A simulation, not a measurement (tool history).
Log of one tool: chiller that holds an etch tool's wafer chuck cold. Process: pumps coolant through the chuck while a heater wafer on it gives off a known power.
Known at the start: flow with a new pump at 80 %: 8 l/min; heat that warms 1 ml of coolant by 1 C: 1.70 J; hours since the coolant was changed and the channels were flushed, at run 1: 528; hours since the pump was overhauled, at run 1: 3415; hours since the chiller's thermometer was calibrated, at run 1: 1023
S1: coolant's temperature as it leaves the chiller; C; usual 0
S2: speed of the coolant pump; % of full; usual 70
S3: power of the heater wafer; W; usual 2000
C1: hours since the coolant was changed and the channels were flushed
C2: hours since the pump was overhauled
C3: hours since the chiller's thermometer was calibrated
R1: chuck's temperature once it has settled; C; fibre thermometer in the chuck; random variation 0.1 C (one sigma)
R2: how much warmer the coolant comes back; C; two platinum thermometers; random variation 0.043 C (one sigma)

run 1 hour=0 | S1=0 S2=70 S3=2000 | C1=528 C2=3415 C3=1023 | R1=19.4 R2=10.18
run 2 hour=46.8 | S1=0 S2=70 S3=2000 | C1=575 C2=3462 C3=1070 | R1=19.4 R2=10.14
run 3 hour=142.6 | S1=0 S2=70 S3=2000 | C1=671 C2=3558 C3=1166 | R1=19.3 R2=10.16
run 4 hour=235.8 | S1=0 S2=70 S3=2000 | C1=764 C2=3651 C3=1259 | R1=19.3 R2=10.11
run 5 hour=304 | S1=0 S2=70 S3=2000 | C1=832 C2=3719 C3=1327 | R1=19.2 R2=10.07
run 6 hour=367 | S1=0 S2=70 S3=2000 | C1=895 C2=3782 C3=1390 | R1=19.5 R2=10.14
run 7 hour=414.6 | S1=0 S2=70 S3=2000 | C1=943 C2=3830 C3=1438 | R1=19.2 R2=10.12
run 8 hour=495.5 | S1=0 S2=70 S3=2000 | C1=1023 C2=3911 C3=1519 | R1=19.5 R2=9.98
run 9 hour=583.4 | S1=-1 S2=70 S3=2000 | C1=1111 C2=3998 C3=1607 | R1=18.4 R2=10.05
run 10 hour=645.8 | S1=0 S2=80 S3=2000 | C1=1174 C2=4061 C3=1669 | R1=17.7 R2=8.73
run 11 hour=733.3 | S1=0 S2=80 S3=2000 | C1=1261 C2=4148 C3=1756 | R1=17.7 R2=8.7
run 12 hour=818.4 | S1=0 S2=80 S3=2000 | C1=1346 C2=4233 C3=1842 | R1=17.8 R2=8.65
run 13 hour=915.7 | S1=0 S2=80 S3=2000 | C1=1444 C2=4331 C3=1939 | R1=17.9 R2=8.65
run 14 hour=986.5 | S1=0 S2=80 S3=1327 | C1=1515 C2=4402 C3=2010 | R1=11.7 R2=5.6
run 15 hour=1083.8 | S1=0 S2=80 S3=1327 | C1=1612 C2=4499 C3=2107 | R1=11.9 R2=5.58
run 16 hour=1125.9 | S1=0 S2=80 S3=2000 | C1=1654 C2=4541 C3=2149 | R1=17.9 R2=8.51
run 17 hour=1208 | S1=0 S2=80 S3=2000 | C1=1736 C2=4623 C3=2231 | R1=17.9 R2=8.61
run 18 hour=1274.9 | S1=10 S2=72 S3=1467 | C1=1803 C2=4690 C3=2298 | R1=23.9 R2=6.92
run 19 hour=1326.2 | S1=-5 S2=70 S3=1166 | C1=1854 C2=4741 C3=2349 | R1=6.3 R2=5.66
run 20 hour=1408.1 | S1=-5 S2=69 S3=1166 | C1=1936 C2=4823 C3=2431 | R1=6.4 R2=5.72
run 21 hour=1454.5 | S1=-3 S2=66 S3=1166 | C1=1982 C2=4870 C3=2478 | R1=8.8 R2=6.04
run 22 hour=1515.3 | S1=-3 S2=66 S3=1166 | C1=2043 C2=4930 C3=2538 | R1=8.8 R2=6.04
run 23 hour=1604.2 | S1=-5 S2=82 S3=2492 | C1=2132 C2=5019 C3=2627 | R1=16.7 R2=10.32
-- hour=1610.3 gauge calibrated
run 24 hour=1663.9 | S1=0 S2=66 S3=2000 | C1=2192 C2=5079 C3=2687 | R1=20 R2=10.88
run 25 hour=1744.6 | S1=0 S2=66 S3=2000 | C1=2273 C2=5160 C3=2768 | R1=20.3 R2=10.81
run 26 hour=1797.7 | S1=0 S2=66 S3=2000 | C1=2326 C2=5213 C3=2821 | R1=20.1 R2=10.8
-- hour=1860.9 chiller's thermometer calibrated
run 27 hour=1885.2 | S1=0 S2=66 S3=2000 | C1=2412 C2=5299 C3=24 | R1=20.2 R2=10.84
run 28 hour=1974.8 | S1=0 S2=66 S3=2000 | C1=2502 C2=5389 C3=114 | R1=20.2 R2=10.77
run 29 hour=2044.4 | S1=-6 S2=66 S3=2262 | C1=2571 C2=5458 C3=184 | R1=16.9 R2=12.24
run 30 hour=2095.4 | S1=-8 S2=87 S3=1891 | C1=2622 C2=5509 C3=235 | R1=7.8 R2=7.54
run 31 hour=2194.5 | S1=-8 S2=75 S3=1975 | C1=2721 C2=5608 C3=334 | R1=10.3 R2=9.2
run 32 hour=2243.6 | S1=-8 S2=75 S3=1975 | C1=2771 C2=5658 C3=383 | R1=10.4 R2=9.16

Forecast each of these 4 alternatives for the next run:
run A hour=2292.9 | S1=-8 S2=75 S3=1975 | C1=2820 C2=5707 C3=432 | R1=? R2=?
run B hour=2292.9 | S1=-8 S2=75 S3=1961 | C1=2820 C2=5707 C3=432 | R1=? R2=?
run C hour=2292.9 | S1=0 S2=87 S3=2876 | C1=2820 C2=5707 C3=432 | R1=? R2=?
run D hour=2292.9 | S1=7 S2=89 S3=1975 | C1=2820 C2=5707 C3=432 | R1=? R2=?

run=A R1=10.1 R2=9.22
run=B R1=10.1 R2=9.19
run=C R1=24.3 R2=11.32
run=D R1=23.4 R2=7.51
Without the tool's hidden state the same runs would have given:
run=A R1=10.1 R2=9.35
run=B R1=10.1 R2=9.32
run=C R1=24.2 R2=11.45
run=D R1=23.4 R2=7.65

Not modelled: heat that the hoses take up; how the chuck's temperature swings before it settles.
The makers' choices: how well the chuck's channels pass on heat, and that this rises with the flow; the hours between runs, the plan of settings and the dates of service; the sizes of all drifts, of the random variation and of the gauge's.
